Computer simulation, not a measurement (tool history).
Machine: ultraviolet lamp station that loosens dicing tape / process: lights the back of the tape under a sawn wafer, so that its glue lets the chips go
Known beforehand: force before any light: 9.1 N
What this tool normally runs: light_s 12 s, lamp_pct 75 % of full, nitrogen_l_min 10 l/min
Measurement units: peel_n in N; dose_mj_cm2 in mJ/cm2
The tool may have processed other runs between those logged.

run    hour  light_s  lamp_pct  nitrogen_l_min  peel_n  dose_mj_cm2
  1     0.0       12        75              10   0.772          274
  2    77.6       12        75               9   0.883          261
  3   125.7        7        75               9   2.305          148
      180.3  -- window cleaned of glue's vapour
  4   199.1        7        75               9   2.617          139
  5   239.2        7        75               9   2.667          133
  6   297.3        7        75               9   2.724          129
  7   342.7       12        75              10   1.218          215
  8   405.2       12        75              10   1.337          206
  9   469.5       12        75              10   1.418          200
 10   509.7       12        75              10   1.499          191
 11   570.3       12        75              10   1.597          190
 12   614.2       12        75              10   1.733          181
      661.5  -- window cleaned of glue's vapour, once more
 13   661.5       12        75              10   0.988          240
      683.1  -- lamp changed
 14   724.8       13        75              10   0.230          457
 15   818.3       12        75              10   0.300          400
 16   875.0       12        75              10   0.319          397
 17   948.8       12        79              10   0.310          403
 18  1018.9       12        79              10   0.328          392
 19  1065.4       12        79              10   0.331          383
 20  1111.5       12        79              10   0.376          378
 21  1153.9       21        75              10   0.146          610
 22  1241.8       21        75              10   0.146          588
 23  1322.6       21        75              10   0.151          569
 24  1388.0       12        62               3   1.589          261
 25  1481.3       12        62               6   1.196          253
 26  1522.0       11        87               7   0.667          311
     1529.2  -- window cleaned of glue's vapour
 27  1571.8       11        87               7   0.502          367
 28  1619.2       21        71               3   0.309          551
 29  1675.5        6        63              10   2.469          136
 30  1721.4       23        98              14   0.123          808
 31  1782.7       15        93               3   0.436          489
 32  1860.9        7        65               8   2.311          157
 33  1920.3       10        70              15   0.945          230
 34  1958.8       10        70              15   1.013          222
 35  2033.2        8        98               6   1.276          240
 36  2116.4        8        98               6   1.404          231
 37  2158.7       17        92               5   0.356          448
 38  2197.1        6        75               5   3.322          128
 39  2268.7        7        75              10   2.359          145
 40  2359.2        8        75               5   2.750          154
     2399.9  -- window cleaned of glue's vapour
 41  2405.0       22        75              10   0.185          497
 42  2445.5        9        71               5   2.075          187
 43  2506.5       11        81               5   1.294          255
 44  2551.8       12        81               5   1.148          274

Hidden state or all else? Some run-to-run changes of peel_n, split into what the settings, what came in and random variation would give without the hidden state, and what is left for the hidden state (with any gauge scatter that isn't in both results):
Hidden state at play: lamp's light, % of a new lamp's; light that the window lets through, % of a clean one's; drift of the gauge itself on peel_n, %; drift of the gauge itself on dose_mj_cm2, %.
Run 29 -> 30: light_s 6 -> 23, lamp_pct 63 -> 98, nitrogen_l_min 10 -> 14. peel_n -2.346 N: hidden state -0.802, all else -1.544.
Run 37 -> 38: light_s 17 -> 6, lamp_pct 92 -> 75. peel_n +2.966 N: hidden state +1.421, all else +1.545.
Run 40 -> 41: light_s 8 -> 22, nitrogen_l_min 5 -> 10, window cleaned of glue's vapour. peel_n -2.565 N: hidden state -1.650, all else -0.915.
Run 41 -> 42: light_s 22 -> 9, lamp_pct 75 -> 71, nitrogen_l_min 10 -> 5. peel_n +1.890 N: hidden state +1.147, all else +0.743.

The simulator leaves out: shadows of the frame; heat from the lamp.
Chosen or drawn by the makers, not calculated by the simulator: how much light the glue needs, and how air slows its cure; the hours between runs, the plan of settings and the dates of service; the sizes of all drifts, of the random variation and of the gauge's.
